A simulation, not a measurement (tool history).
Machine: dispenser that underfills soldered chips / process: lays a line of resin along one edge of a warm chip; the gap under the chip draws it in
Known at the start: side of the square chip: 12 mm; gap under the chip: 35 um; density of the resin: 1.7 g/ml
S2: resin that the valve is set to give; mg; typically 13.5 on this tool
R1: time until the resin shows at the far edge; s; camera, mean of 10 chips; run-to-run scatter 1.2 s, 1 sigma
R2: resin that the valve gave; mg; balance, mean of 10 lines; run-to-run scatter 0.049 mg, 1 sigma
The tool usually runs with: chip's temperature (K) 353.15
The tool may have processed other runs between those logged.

{"run": 1, "hour": 0.0, "chip's temperature (K)": 353.15, "S2": 13.5, "R1": 140.7, "R2": 13.12}
{"run": 2, "hour": 3.7, "chip's temperature (K)": 353.15, "S2": 13.5, "R1": 161.7, "R2": 13.11}
{"hour": 5.7, "done": "new syringe of resin"}
{"run": 3, "hour": 10.5, "chip's temperature (K)": 353.15, "S2": 13.5, "R1": 131.7, "R2": 13.02}
{"run": 4, "hour": 15.0, "chip's temperature (K)": 353.15, "S2": 13.5, "R1": 146.7, "R2": 13.12}
{"run": 5, "hour": 18.2, "chip's temperature (K)": 353.15, "S2": 13.5, "R1": 160.6, "R2": 13.08}
{"hour": 19.6, "done": "new syringe of resin"}
{"run": 6, "hour": 23.0, "chip's temperature (K)": 353.15, "S2": 12.6, "R1": 123.7, "R2": 12.18}
{"run": 7, "hour": 29.2, "chip's temperature (K)": 353.15, "S2": 12.6, "R1": 153.2, "R2": 12.13}
{"hour": 33.3, "done": "new syringe of resin"}
{"run": 8, "hour": 37.1, "chip's temperature (K)": 353.15, "S2": 16.5, "R1": 120.4, "R2": 15.8}
{"run": 9, "hour": 43.6, "chip's temperature (K)": 353.15, "S2": 16.5, "R1": 146.2, "R2": 15.77}
{"hour": 47.2, "done": "new syringe of resin"}
{"run": 10, "hour": 47.2, "chip's temperature (K)": 353.15, "S2": 17.5, "R1": 110.2, "R2": 16.65}
{"run": 11, "hour": 51.4, "chip's temperature (K)": 340.15, "S2": 11.5, "R1": 242.9, "R2": 11.03}
{"run": 12, "hour": 58.2, "chip's temperature (K)": 353.15, "S2": 15.1, "R1": 153.1, "R2": 14.41}
{"hour": 61.0, "done": "new syringe of resin"}
{"run": 13, "hour": 65.2, "chip's temperature (K)": 353.15, "S2": 15.1, "R1": 123.7, "R2": 14.33}
{"run": 14, "hour": 72.4, "chip's temperature (K)": 353.15, "S2": 17.6, "R1": 154.7, "R2": 16.6}
{"hour": 74.8, "done": "new syringe of resin"}
{"run": 15, "hour": 78.8, "chip's temperature (K)": 351.15, "S2": 13.8, "R1": 133.9, "R2": 12.96}
{"run": 16, "hour": 84.1, "chip's temperature (K)": 365.15, "S2": 11.9, "R1": 88.3, "R2": 11.31}
{"hour": 88.3, "done": "new syringe of resin"}
{"run": 17, "hour": 90.8, "chip's temperature (K)": 366.15, "S2": 13, "R1": 66.2, "R2": 12.25}
{"run": 18, "hour": 94.3, "chip's temperature (K)": 360.15, "S2": 12.6, "R1": 96.8, "R2": 11.84}
{"run": 19, "hour": 100.1, "chip's temperature (K)": 342.15, "S2": 15.2, "R1": 258.6, "R2": 14.22}

Predict each of these 5 candidate next runs independently; none follows another, all start after run 19:
{"hour": 102.1, "done": "new syringe of resin"}
{"run": "A", "hour": 106.8, "chip's temperature (K)": 341.15, "S2": 15.4, "R1": "?", "R2": "?"}
{"hour": 102.1, "done": "new syringe of resin"}
{"run": "B", "hour": 106.8, "chip's temperature (K)": 352.15, "S2": 15.2, "R1": "?", "R2": "?"}
{"hour": 102.1, "done": "new syringe of resin"}
{"run": "C", "hour": 106.8, "chip's temperature (K)": 347.15, "S2": 15, "R1": "?", "R2": "?"}
{"hour": 102.1, "done": "new syringe of resin"}
{"run": "D", "hour": 106.8, "chip's temperature (K)": 366.15, "S2": 16.6, "R1": "?", "R2": "?"}
{"hour": 102.1, "done": "new syringe of resin"}
{"run": "E", "hour": 106.8, "chip's temperature (K)": 342.15, "S2": 14.9, "R1": "?", "R2": "?"}

run=A R1=220.4 R2=14.55
run=B R1=132.7 R2=14.25
run=C R1=168.7 R2=13.98
run=D R1=71.7 R2=15.6
run=E R1=217.6 R2=13.93
What these runs would have given with no unlogged condition in the tool:
run=A R1=200.9 R2=15.55
run=B R1=120.5 R2=15.23
run=C R1=153.4 R2=14.94
run=D R1=65.1 R2=16.67
run=E R1=198.1 R2=14.88

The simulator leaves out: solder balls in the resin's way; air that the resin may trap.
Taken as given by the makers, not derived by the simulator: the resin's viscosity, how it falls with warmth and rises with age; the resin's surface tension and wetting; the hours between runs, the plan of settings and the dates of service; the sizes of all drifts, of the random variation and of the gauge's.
